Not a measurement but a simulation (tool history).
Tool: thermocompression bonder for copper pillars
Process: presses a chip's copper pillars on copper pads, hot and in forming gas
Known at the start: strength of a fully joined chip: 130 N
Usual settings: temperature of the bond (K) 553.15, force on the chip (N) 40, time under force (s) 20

| run | hour | temperature of the bond (K) | force on the chip (N) | time under force (s) | force that shears a chip off (N) |
|---|---|---|---|---|---|
| 1 | 0.0 | 553.15 | 40 | 20 | 52.8 |
| 2 | 14.5 | 553.15 | 40 | 13 | 44.4 |
| 3 | 35.9 | 553.15 | 40 | 13 | 44.1 |
| 4 | 57.1 | 553.15 | 39 | 20 | 50.4 |
| 5 | 69.0 | 553.15 | 40 | 42 | 67.2 |
| 6 | 87.1 | 553.15 | 40 | 42 | 68.1 |
|  | 100.3 | forming gas filter changed |
| 7 | 100.5 | 553.15 | 40 | 22 | 55.9 |
| 8 | 114.0 | 553.15 | 54 | 22 | 75.5 |
| 9 | 130.0 | 553.15 | 54 | 22 | 73.4 |
| 10 | 147.5 | 553.15 | 40 | 21 | 55.6 |
| 11 | 171.3 | 553.15 | 40 | 21 | 53.6 |
| 12 | 183.0 | 541.15 | 40 | 20 | 46.3 |
| 13 | 203.4 | 541.15 | 40 | 20 | 45.7 |
| 14 | 219.2 | 541.15 | 40 | 20 | 45.8 |
| 15 | 229.8 | 541.15 | 40 | 20 | 45.2 |
| 16 | 252.2 | 541.15 | 40 | 20 | 45.1 |
| 17 | 263.6 | 541.15 | 40 | 20 | 45.8 |
| 18 | 278.5 | 541.15 | 40 | 20 | 44.8 |
| 19 | 294.6 | 553.15 | 40 | 49 | 70.8 |
| 20 | 310.2 | 553.15 | 40 | 20 | 52.7 |
| 21 | 328.7 | 553.15 | 49 | 32 | 76.4 |
| 22 | 346.9 | 574.15 | 53 | 32 | 94.6 |
| 23 | 364.1 | 551.15 | 53 | 56 | 92.5 |
| 24 | 381.7 | 526.15 | 40 | 23 | 38.2 |
| 25 | 393.0 | 540.15 | 28 | 39 | 36.9 |
| 26 | 413.2 | 546.15 | 36 | 53 | 59.9 |

Run 27 comes next. What will it give?
| 27 | 433.6 | 546.15 | 36 | 53 | ? |

force that shears a chip off (N): 60.5
Without the tool's hidden state the same run would have given force that shears a chip off (N) 65.5.
